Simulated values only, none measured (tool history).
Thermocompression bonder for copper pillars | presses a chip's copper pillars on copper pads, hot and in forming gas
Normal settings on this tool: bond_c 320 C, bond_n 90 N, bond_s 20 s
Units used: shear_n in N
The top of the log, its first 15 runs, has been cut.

Run 16, day 8.346: usual settings. Result: shear_n 91.7 N.
Run 17, day 8.788: usual settings. Result: shear_n 92.9 N.
Run 18, day 9.333: usual settings. Result: shear_n 91.8 N.
Run 19, day 9.771: usual settings but bond_c 313 C, bond_n 62 N. Result: shear_n 63.8 N.
Run 20, day 10.138: usual settings but bond_c 313 C, bond_n 62 N. Result: shear_n 62.6 N.
Run 21, day 11: usual settings but bond_n 106 N, bond_s 13 s. Result: shear_n 90.7 N.
Run 22, day 11.688: usual settings but bond_c 323 C, bond_s 24 s. Result: shear_n 98.8 N.
Run 23, day 12.129: usual settings but bond_c 323 C, bond_s 24 s. Result: shear_n 99.9 N.
At day 12.654: heater calibrated with a thermocouple chip.
Run 24, day 12.833: usual settings but bond_c 323 C, bond_n 66 N, bond_s 24 s. Result: shear_n 71.8 N.
Run 25, day 13.638: usual settings but bond_c 310 C, bond_n 59 N, bond_s 17 s. Result: shear_n 48 N.
Run 26, day 14.308: usual settings but bond_c 310 C, bond_n 59 N, bond_s 36 s. Result: shear_n 63.7 N.
At day 14.838: forming gas filter changed.
Run 27, day 14.971: usual settings but bond_c 303 C, bond_n 66 N, bond_s 36 s. Result: shear_n 68.9 N.
Run 28, day 15.675: usual settings but bond_c 303 C, bond_n 66 N, bond_s 36 s. Result: shear_n 68.7 N.
Run 29, day 16.442: usual settings but bond_c 337 C, bond_n 89 N. Result: shear_n 102.4 N.
Run 30, day 17.125: usual settings but bond_c 337 C, bond_n 134 N. Result: shear_n 126.1 N.
Run 31, day 17.704: usual settings but bond_c 337 C, bond_n 124 N. Result: shear_n 125 N.
Run 32, day 18.558: usual settings but bond_c 337 C, bond_n 63 N. Result: shear_n 78.5 N.
Run 33, day 19.279: usual settings but bond_c 295 C, bond_s 15 s. Result: shear_n 55.5 N.

Alternative continuations, all from the tool just after run 33; predict every row:
Run A, day 20.046: usual settings but bond_c 343 C, bond_s 54 s. Result: shear_n ?.
Run B, day 20.046: usual settings but bond_c 295 C, bond_s 60 s. Result: shear_n ?.
Run C, day 20.046: usual settings but bond_c 295 C, bond_s 34 s. Result: shear_n ?.

run  shear_n
  A    132.3
  B     91.1
  C     76.2
With the hidden condition removed and each run's random variation left untouched, the same runs would have given:
run  shear_n
  A    134.6
  B     91.4
  C     76.2
